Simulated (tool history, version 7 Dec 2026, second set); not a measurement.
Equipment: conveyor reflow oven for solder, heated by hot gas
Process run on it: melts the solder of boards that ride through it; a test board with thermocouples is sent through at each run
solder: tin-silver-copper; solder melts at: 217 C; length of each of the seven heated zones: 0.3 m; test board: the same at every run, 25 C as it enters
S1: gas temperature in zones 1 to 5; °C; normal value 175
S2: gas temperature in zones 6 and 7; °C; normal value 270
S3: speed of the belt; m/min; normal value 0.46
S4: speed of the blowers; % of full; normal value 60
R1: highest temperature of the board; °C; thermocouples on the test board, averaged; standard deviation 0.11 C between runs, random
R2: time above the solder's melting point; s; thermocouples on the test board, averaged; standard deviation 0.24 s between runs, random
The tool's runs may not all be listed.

run    hour   S1   S2     S3  S4     R1    R2
  1       0  175  270   0.46  60  254.5  61.4
  2    51.8  175  270  0.387  60  259.3  78.1
  3    75.1  175  270  0.387  60  259.4  77.5
  4   119.6  175  270  0.387  60  259.4  77.6
  5   162.2  187  270   0.46  60  256.2  67.5
  6   196.1  175  270   0.46  60    254  60.9
  7   234.6  179  270   0.46  60  254.8  62.5
      281.4  -- flux residue cleaned out of gas plates and filters
  8   281.4  179  270   0.46  60  256.4  64.5
  9   326.2  179  270   0.46  60  256.3  64.4
 10   378.3  179  270   0.46  60    256  63.9
 11   429.1  175  268   0.46  60  253.4  60.8
 12   472.6  175  268   0.46  60  253.3  60.8
 13   524.1  175  262   0.46  60  247.7  56.6
 14   547.4  177  270   0.46  60  255.1  62.9
 15   589.8  177  270   0.46  60  255.1  62.7
 16   616.5  177  270   0.46  60    255  62.5
 17   640.6  183  273  0.462  60  258.6  66.9
 18     664  183  277  0.462  84  266.1    72
 19   698.3  183  277  0.462  84  265.9  71.6
 20   749.3  185  270  0.472  80  258.7  66.6
 21   778.6  165  279  0.467  52  257.3  59.1
      826.7  -- flux residue cleaned out of gas plates and filters
 22   832.9  165  279  0.467  52  259.7  60.8
 23   878.4  188  267  0.417  76  260.1  79.4
 24   904.3  163  271  0.417  65  259.2  68.2
 25   941.8  168  274  0.394  60  263.3  77.3
 26   970.8  175  273  0.383  58  263.4  82.7
 27  1007.3  175  270   0.46  80  259.5  66.4
 28  1055.1  175  270   0.46  80  259.2  66.3
 29  1087.7  169  278   0.38  80  270.6  85.1
 30  1121.3  160  278  0.476  80  263.2  61.2
 31    1148  165  260  0.397  56  248.4  63.8
 32  1195.3  175  270  0.435  56  256.4  67.5

Some steps in R1 between neighbouring runs. How much of each would the tool show without its hidden state too (settings, what came in, random variation), and how much is left for the hidden state, with any gauge scatter that isn't in both results?
Hidden state present: heat that the gas passes to the board, % of a clean oven's; belt's true speed, % of the reading; true gas temperature in zones 6 and 7 over the reading, C; drift of the gauge itself on peak_c, C; drift of the gauge itself on liquid_s, %.
Run 7 -> 8: flux residue cleaned out of gas plates and filters. R1 +1.6 °C: hidden state +1.5, all else +0.1.
Run 21 -> 22: flux residue cleaned out of gas plates and filters. R1 +2.4 °C: hidden state +2.1, all else +0.3.
Run 22 -> 23: S1 165 -> 188, S2 279 -> 267, S3 0.467 -> 0.417, S4 52 -> 76. R1 +0.4 °C: hidden state -0.4, all else +0.8.
Run 28 -> 29: S1 175 -> 169, S2 270 -> 278, S3 0.46 -> 0.38. R1 +11.4 °C: hidden state +0, all else +11.4.
Run 30 -> 31: S1 160 -> 165, S2 278 -> 260, S3 0.476 -> 0.397, S4 80 -> 56. R1 -14.8 °C: hidden state +0.4, all else -15.2.
Run 31 -> 32: S1 165 -> 175, S2 260 -> 270, S3 0.397 -> 0.435. R1 +8 °C: hidden state -0.1, all else +8.1.
